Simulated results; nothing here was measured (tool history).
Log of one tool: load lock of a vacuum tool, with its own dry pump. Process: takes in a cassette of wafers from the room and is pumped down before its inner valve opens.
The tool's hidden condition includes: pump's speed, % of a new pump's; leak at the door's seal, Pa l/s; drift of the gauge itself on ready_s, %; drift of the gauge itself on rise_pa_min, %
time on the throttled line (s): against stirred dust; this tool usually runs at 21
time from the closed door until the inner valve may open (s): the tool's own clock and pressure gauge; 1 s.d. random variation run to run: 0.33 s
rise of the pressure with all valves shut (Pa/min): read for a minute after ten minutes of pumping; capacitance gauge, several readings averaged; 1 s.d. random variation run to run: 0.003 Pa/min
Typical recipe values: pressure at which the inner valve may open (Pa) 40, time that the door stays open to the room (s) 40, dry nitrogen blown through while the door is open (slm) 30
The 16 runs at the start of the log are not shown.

| run | hour | time on the throttled line (s) | pressure at which the inner valve may open (Pa) | time that the door stays open to the room (s) | dry nitrogen blown through while the door is open (slm) | hours that the pump has run since its overhaul | times that the door has closed on its seal | incoming humidity of the room's air, % | time from the closed door until the inner valve may open (s) | rise of the pressure with all valves shut (Pa/min) |
|---|---|---|---|---|---|---|---|---|---|---|
| 17 | 2249.2 | 21 | 40 | 40 | 30 | 5466 | 23879 | 48.2 | 29.8 | 0.162 |
| 18 | 2356.8 | 21 | 40 | 40 | 10 | 5574 | 24166 | 46.9 | 29.4 | 0.177 |
| 19 | 2494 | 21 | 40 | 40 | 10 | 5711 | 24531 | 46.7 | 29.1 | 0.184 |
| 20 | 2656.2 | 21 | 40 | 40 | 10 | 5873 | 24963 | 45 | 28.8 | 0.184 |
| 21 | 2816.2 | 21 | 40 | 40 | 10 | 6033 | 25389 | 43.3 | 30 | 0.183 |
| 22 | 2924.4 | 22 | 40 | 34 | 10 | 6141 | 25677 | 41.4 | 30.3 | 0.174 |
| 23 | 3047.1 | 21 | 40 | 40 | 7 | 6264 | 26004 | 48.9 | 29.7 | 0.205 |
| 24 | 3212.1 | 37 | 54 | 55 | 13 | 6429 | 26444 | 43.3 | 42.6 | 0.197 |
| 25 | 3329.4 | 21 | 40 | 87 | 28 | 6546 | 26756 | 44.7 | 29.7 | 0.193 |
| 26 | 3472.4 | 41 | 40 | 40 | 24 | 6689 | 27137 | 43.6 | 47.6 | 0.179 |
| 27 | 3645.6 | 11 | 32 | 183 | 30 | 6863 | 27598 | 47.6 | 21.2 | 0.227 |
| 28 | 3782.3 | 12 | 68 | 183 | 8 | 6999 | 27962 | 43.4 | 20.7 | 0.255 |
| 29 | 3891.2 | 16 | 48 | 122 | 5 | 7108 | 28252 | 45.7 | 24.7 | 0.26 |
| 30 | 3997.2 | 16 | 48 | 122 | 5 | 7214 | 28534 | 44.5 | 24.6 | 0.25 |
| 31 | 4082.5 | 38 | 40 | 75 | 30 | 7299 | 28762 | 42.4 | 44.8 | 0.203 |
| 32 | 4166.8 | 36 | 45 | 107 | 9 | 7384 | 28986 | 44.4 | 42.9 | 0.242 |
| 33 | 4247.6 | 10 | 43 | 68 | 31 | 7465 | 29201 | 45.1 | 20 | 0.207 |
| 34 | 4360.6 | 14 | 36 | 28 | 30 | 7577 | 29502 | 45.7 | 23.5 | 0.191 |
| 35 | 4526.5 | 14 | 29 | 28 | 30 | 7743 | 29944 | 43.4 | 23.9 | 0.19 |
| 36 | 4659.8 | 14 | 29 | 28 | 30 | 7877 | 30299 | 48.5 | 23.8 | 0.203 |
| 37 | 4762.1 | 14 | 29 | 28 | 30 | 7979 | 30572 | 47 | 24.2 | 0.207 |

Branching from run 37: 4 alternative next runs. What would each branch give?
| A | 4927 | 34 | 67 | 28 | 30 | 8144 | 31011 | 47.6 | ? | ? |
| B | 4927 | 14 | 29 | 68 | 30 | 8144 | 31011 | 47.1 | ? | ? |
| C | 4927 | 36 | 69 | 98 | 30 | 8144 | 31011 | 45.6 | ? | ? |
| D | 4927 | 14 | 38 | 54 | 26 | 8144 | 31011 | 42.8 | ? | ? |

| run | time from the closed door until the inner valve may open (s) | rise of the pressure with all valves shut (Pa/min) |
|---|---|---|
| A | 40.7 | 0.207 |
| B | 24.4 | 0.226 |
| C | 41.8 | 0.226 |
| D | 23.7 | 0.214 |
The same runs, with their run-to-run variation unchanged, on a tool lacking any hidden condition would have given:
| run | time from the closed door until the inner valve may open (s) | rise of the pressure with all valves shut (Pa/min) |
|---|---|---|
| A | 39.5 | 0.043 |
| B | 22.5 | 0.063 |
| C | 40.6 | 0.062 |
| D | 21.8 | 0.051 |
